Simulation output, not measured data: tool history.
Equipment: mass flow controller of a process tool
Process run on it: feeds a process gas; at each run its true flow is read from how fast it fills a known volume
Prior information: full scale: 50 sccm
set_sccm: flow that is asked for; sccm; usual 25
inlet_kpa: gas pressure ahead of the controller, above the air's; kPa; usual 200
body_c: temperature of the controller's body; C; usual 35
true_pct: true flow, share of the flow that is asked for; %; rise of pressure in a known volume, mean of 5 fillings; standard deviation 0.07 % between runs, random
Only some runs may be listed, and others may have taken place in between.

Run 1, hour 0: usual settings. Result: true_pct 97.69 %.
Run 2, hour 241.8: usual settings. Result: true_pct 97.72 %.
Run 3, hour 506.8: usual settings. Result: true_pct 97.52 %.
Run 4, hour 993.1: usual settings. Result: true_pct 97.52 %.
Run 5, hour 1495.5: usual settings. Result: true_pct 97.57 %.
Run 6, hour 1842.8: usual settings but body_c 21 C. Result: true_pct 99.15 %.
Run 7, hour 2211.2: usual settings but body_c 21 C. Result: true_pct 98.97 %.
Run 8, hour 2717.7: usual settings but set_sccm 14 sccm, inlet_kpa 199 kPa. Result: true_pct 96.03 %.
Run 9, hour 2960: usual settings but set_sccm 14 sccm, inlet_kpa 199 kPa. Result: true_pct 96.08 %.
Run 10, hour 3171.5: usual settings but set_sccm 12 sccm, inlet_kpa 157 kPa, body_c 36 C. Result: true_pct 95.07 %.
Run 11, hour 3619.9: usual settings but set_sccm 10 sccm, inlet_kpa 179 kPa. Result: true_pct 94.77 %.
Run 12, hour 4019.9: usual settings but set_sccm 5 sccm, inlet_kpa 239 kPa. Result: true_pct 91.34 %.
Run 13, hour 4303.3: usual settings but set_sccm 34 sccm. Result: true_pct 98.09 %.

Below are 4 alternative next runs, each starting from the tool's condition after run 13. Predict each:
Run A, hour 4741.2: usual settings but body_c 32 C. Result: true_pct ?.
Run B, hour 4741.2: usual settings but set_sccm 10 sccm. Result: true_pct ?.
Run C, hour 4741.2: usual settings but set_sccm 34 sccm, body_c 34 C. Result: true_pct ?.
Run D, hour 4741.2: usual settings but set_sccm 40 sccm, inlet_kpa 162 kPa, body_c 24 C. Result: true_pct ?.

run  true_pct
  A     97.39
  B     94.29
  C     98.16
  D     99.68
With no hidden state in the tool, these same runs would have given:
run  true_pct
  A      97.8
  B     96.86
  C     98.19
  D     99.55
